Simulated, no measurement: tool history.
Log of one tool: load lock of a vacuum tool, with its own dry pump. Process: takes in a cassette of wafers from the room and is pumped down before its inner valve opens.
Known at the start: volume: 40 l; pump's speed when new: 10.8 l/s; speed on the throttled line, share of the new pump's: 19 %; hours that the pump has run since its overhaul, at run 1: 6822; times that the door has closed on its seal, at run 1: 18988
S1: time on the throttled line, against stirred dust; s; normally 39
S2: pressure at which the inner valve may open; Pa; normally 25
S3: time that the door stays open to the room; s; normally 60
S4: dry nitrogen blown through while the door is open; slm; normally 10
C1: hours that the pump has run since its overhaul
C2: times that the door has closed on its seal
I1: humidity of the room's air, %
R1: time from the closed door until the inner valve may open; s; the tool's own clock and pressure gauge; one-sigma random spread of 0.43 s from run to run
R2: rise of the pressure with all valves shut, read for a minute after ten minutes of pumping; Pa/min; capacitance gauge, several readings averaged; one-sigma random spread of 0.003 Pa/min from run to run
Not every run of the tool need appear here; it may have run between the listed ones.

| run | hour | S1 | S2 | S3 | S4 | C1 | C2 | I1 | R1 | R2 |
|---|---|---|---|---|---|---|---|---|---|---|
| 1 | 0.0 | 39 | 25 | 60 | 10 | 6822 | 18988 | 40.8 | 62.1 | 0.030 |
| 2 | 163.9 | 39 | 25 | 60 | 10 | 6985 | 19587 | 41.5 | 63.0 | 0.032 |
| 3 | 358.2 | 39 | 25 | 60 | 10 | 7180 | 20298 | 45.8 | 62.4 | 0.029 |
| 4 | 464.4 | 39 | 25 | 60 | 10 | 7286 | 20686 | 45.1 | 62.0 | 0.027 |
| 5 | 567.1 | 39 | 32 | 60 | 10 | 7389 | 21061 | 46.2 | 61.2 | 0.032 |
| 6 | 703.1 | 39 | 25 | 60 | 6 | 7525 | 21558 | 46.3 | 62.3 | 0.033 |
| 7 | 857.4 | 39 | 25 | 60 | 6 | 7679 | 22122 | 42.1 | 62.4 | 0.025 |
| 8 | 1064.2 | 39 | 43 | 60 | 10 | 7886 | 22878 | 45.2 | 59.9 | 0.026 |
| 9 | 1192.3 | 39 | 43 | 60 | 10 | 8014 | 23347 | 46.0 | 60.2 | 0.034 |
| 10 | 1284.2 | 39 | 43 | 60 | 10 | 8106 | 23683 | 46.0 | 60.2 | 0.035 |
| 11 | 1395.7 | 39 | 43 | 60 | 10 | 8217 | 24090 | 43.1 | 60.2 | 0.028 |
| 12 | 1546.9 | 39 | 43 | 60 | 10 | 8368 | 24643 | 44.4 | 60.8 | 0.027 |
| 13 | 1719.4 | 39 | 43 | 60 | 10 | 8541 | 25273 | 47.1 | 60.6 | 0.030 |
| 14 | 1898.7 | 39 | 25 | 60 | 7 | 8720 | 25929 | 45.3 | 62.5 | 0.032 |
|  | 2031.2 | door's seal changed, seat wiped |
| 15 | 2052.7 | 39 | 25 | 60 | 7 | 8873 | 78 | 45.3 | 62.3 | 0.035 |
| 16 | 2187.9 | 39 | 25 | 60 | 37 | 9008 | 572 | 46.0 | 62.7 | 0.012 |
| 17 | 2352.3 | 39 | 25 | 60 | 37 | 9172 | 1173 | 43.3 | 62.1 | 0.018 |
| 18 | 2502.6 | 39 | 25 | 28 | 10 | 9323 | 1723 | 45.2 | 61.9 | 0.017 |
| 19 | 2605.1 | 39 | 35 | 60 | 17 | 9425 | 2097 | 44.2 | 61.6 | 0.022 |
| 20 | 2804.8 | 28 | 35 | 148 | 17 | 9625 | 2828 | 45.0 | 52.8 | 0.044 |
| 21 | 2895.9 | 28 | 35 | 148 | 17 | 9716 | 3160 | 44.6 | 52.7 | 0.048 |
| 22 | 3096.3 | 30 | 35 | 148 | 17 | 9916 | 3893 | 42.7 | 54.3 | 0.037 |
| 23 | 3230.5 | 30 | 32 | 148 | 5 | 10051 | 4384 | 43.1 | 54.8 | 0.064 |
| 24 | 3361.7 | 30 | 32 | 148 | 5 | 10182 | 4863 | 48.3 | 54.1 | 0.067 |
| 25 | 3507.3 | 30 | 22 | 50 | 5 | 10327 | 5396 | 46.4 | 55.1 | 0.028 |
| 26 | 3641.9 | 30 | 22 | 50 | 5 | 10462 | 5887 | 43.6 | 56.2 | 0.028 |
| 27 | 3770.7 | 63 | 25 | 106 | 10 | 10591 | 6358 | 46.2 | 81.7 | 0.043 |
| 28 | 3952.4 | 39 | 25 | 60 | 16 | 10772 | 7022 | 49.7 | 61.6 | 0.027 |
| 29 | 4047.3 | 39 | 30 | 102 | 16 | 10867 | 7369 | 43.3 | 60.9 | 0.037 |
| 30 | 4227.6 | 39 | 38 | 41 | 10 | 11048 | 8028 | 43.7 | 61.0 | 0.026 |
| 31 | 4327.8 | 26 | 24 | 60 | 10 | 11148 | 8395 | 43.8 | 51.1 | 0.024 |
| 32 | 4471.1 | 74 | 19 | 74 | 14 | 11291 | 8918 | 44.7 | 91.8 | 0.030 |
| 33 | 4581.1 | 77 | 19 | 87 | 14 | 11401 | 9320 | 46.2 | 94.7 | 0.034 |
| 34 | 4787.6 | 24 | 25 | 60 | 5 | 11608 | 10075 | 44.9 | 49.9 | 0.035 |
| 35 | 4900.4 | 28 | 20 | 155 | 9 | 11720 | 10488 | 46.0 | 54.4 | 0.061 |
| 36 | 5008.8 | 28 | 20 | 155 | 7 | 11829 | 10884 | 44.8 | 54.2 | 0.064 |

3 ways to go on from here, each from the tool as it stands after run 36. What would each give?
| A | 5199.0 | 39 | 30 | 60 | 10 | 12019 | 11579 | 44.4 | ? | ? |
| B | 5199.0 | 39 | 18 | 145 | 16 | 12019 | 11579 | 44.3 | ? | ? |
| C | 5199.0 | 28 | 20 | 155 | 7 | 12019 | 11579 | 44.4 | ? | ? |

| run | R1 | R2 |
|---|---|---|
| A | 61.8 | 0.029 |
| B | 63.8 | 0.040 |
| C | 54.5 | 0.069 |
Without the tool's unlogged condition, the same runs would have read:
| run | R1 | R2 |
|---|---|---|
| A | 61.8 | 0.029 |
| B | 63.8 | 0.039 |
| C | 54.4 | 0.068 |
